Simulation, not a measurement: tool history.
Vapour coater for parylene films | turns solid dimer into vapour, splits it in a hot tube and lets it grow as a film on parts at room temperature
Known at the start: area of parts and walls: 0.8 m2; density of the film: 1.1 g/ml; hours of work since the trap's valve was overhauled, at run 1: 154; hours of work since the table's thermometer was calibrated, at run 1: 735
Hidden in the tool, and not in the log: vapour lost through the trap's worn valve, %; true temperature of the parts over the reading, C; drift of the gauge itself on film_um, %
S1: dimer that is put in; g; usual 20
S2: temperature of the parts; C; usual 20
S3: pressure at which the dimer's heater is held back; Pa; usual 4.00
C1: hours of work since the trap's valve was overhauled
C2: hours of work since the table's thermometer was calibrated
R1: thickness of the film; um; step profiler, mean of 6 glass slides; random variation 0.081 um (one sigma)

| run | day | S1 | S2 | S3 | C1 | C2 | R1 |
|---|---|---|---|---|---|---|---|
| 1 | 0.000 | 20 | 20 | 4.00 | 154 | 735 | 11.03 |
| 2 | 1.379 | 20 | 20 | 4.00 | 174 | 755 | 11.04 |
| 3 | 2.325 | 20 | 20 | 4.00 | 188 | 768 | 11.16 |
| 4 | 3.388 | 9 | 20 | 4.00 | 203 | 784 | 5.03 |
| 5 | 4.571 | 9 | 20 | 4.00 | 220 | 801 | 4.97 |
| 6 | 5.962 | 9 | 20 | 4.00 | 241 | 821 | 4.98 |
| 7 | 7.479 | 20 | 20 | 4.00 | 262 | 843 | 11.09 |
| 8 | 8.771 | 20 | 28 | 4.12 | 281 | 862 | 9.23 |
| 9 | 9.662 | 12 | 28 | 4.12 | 294 | 874 | 5.58 |
| 10 | 10.871 | 14 | 20 | 4.00 | 311 | 892 | 7.73 |
| 11 | 12.262 | 35 | 28 | 8.37 | 332 | 912 | 14.72 |
| 12 | 13.717 | 10 | 28 | 4.04 | 353 | 933 | 4.60 |
|  | 14.096 | trap's valve overhauled |
| 13 | 15.154 | 10 | 28 | 4.04 | 15 | 951 | 4.57 |

Forecast each of these 4 alternatives for the next run:
| A | 16.696 | 10 | 28 | 2.46 | 38 | 974 | ? |
| B | 16.696 | 10 | 28 | 4.02 | 38 | 974 | ? |
| C | 16.696 | 36 | 28 | 5.01 | 38 | 974 | ? |
| D | 16.696 | 10 | 29 | 4.00 | 38 | 974 | ? |

| run | R1 |
|---|---|
| A | 4.88 |
| B | 4.66 |
| C | 15.97 |
| D | 4.48 |
Without the tool's hidden state the same runs would have given:
| run | R1 |
|---|---|
| A | 4.90 |
| B | 4.67 |
| C | 16.02 |
| D | 4.49 |
